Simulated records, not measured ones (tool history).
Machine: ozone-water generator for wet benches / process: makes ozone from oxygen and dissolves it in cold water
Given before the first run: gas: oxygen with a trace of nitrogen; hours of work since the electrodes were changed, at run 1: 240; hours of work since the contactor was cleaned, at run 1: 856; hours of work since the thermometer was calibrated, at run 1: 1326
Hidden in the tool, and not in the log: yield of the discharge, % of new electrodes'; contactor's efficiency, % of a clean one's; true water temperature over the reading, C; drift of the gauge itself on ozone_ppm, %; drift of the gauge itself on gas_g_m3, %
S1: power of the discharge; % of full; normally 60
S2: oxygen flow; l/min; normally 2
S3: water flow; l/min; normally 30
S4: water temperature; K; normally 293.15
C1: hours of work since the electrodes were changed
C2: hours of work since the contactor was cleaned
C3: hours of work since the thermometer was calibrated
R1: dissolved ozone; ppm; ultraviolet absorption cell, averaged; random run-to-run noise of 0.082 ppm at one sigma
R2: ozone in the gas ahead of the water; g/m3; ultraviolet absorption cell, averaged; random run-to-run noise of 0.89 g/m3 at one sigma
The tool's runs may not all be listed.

| run | hour | S1 | S2 | S3 | S4 | C1 | C2 | C3 | R1 | R2 |
|---|---|---|---|---|---|---|---|---|---|---|
| 1 | 0 | 60 | 2 | 30 | 293.15 | 240 | 856 | 1326 | 6.65 | 143.1 |
| 2 | 25.5 | 60 | 2 | 30 | 293.15 | 258 | 874 | 1344 | 6.62 | 143.6 |
| 3 | 66.2 | 60 | 2 | 30 | 293.15 | 286 | 902 | 1372 | 6.64 | 144 |
| 4 | 107 | 60 | 2.73 | 30 | 293.15 | 314 | 930 | 1400 | 7.57 | 131.1 |
| 5 | 153.6 | 60 | 2.73 | 30 | 293.15 | 347 | 963 | 1433 | 7.56 | 128.9 |
| 6 | 188.7 | 60 | 2.73 | 30 | 293.15 | 371 | 987 | 1457 | 7.43 | 129.5 |
| 7 | 216.8 | 60 | 2.73 | 30 | 293.15 | 390 | 1007 | 1477 | 7.48 | 128.9 |
| 8 | 260.1 | 60 | 2.73 | 30 | 293.15 | 420 | 1037 | 1507 | 7.5 | 127.2 |
| 9 | 314 | 52 | 1.93 | 32 | 293.15 | 458 | 1074 | 1544 | 5.51 | 131.1 |
| 10 | 339.3 | 75 | 1.59 | 30 | 293.15 | 475 | 1092 | 1562 | 6.63 | 177.5 |

The next listed run, before its measurement:
| 11 | 391.1 | 81 | 1.23 | 34 | 290.15 | 511 | 1128 | 1598 | ? | ? |

R1: 5.24 ppm
R2: 201.7 g/m3
Without the tool's hidden state the same run would have given R1 5.52 ppm, R2 208.1 g/m3.

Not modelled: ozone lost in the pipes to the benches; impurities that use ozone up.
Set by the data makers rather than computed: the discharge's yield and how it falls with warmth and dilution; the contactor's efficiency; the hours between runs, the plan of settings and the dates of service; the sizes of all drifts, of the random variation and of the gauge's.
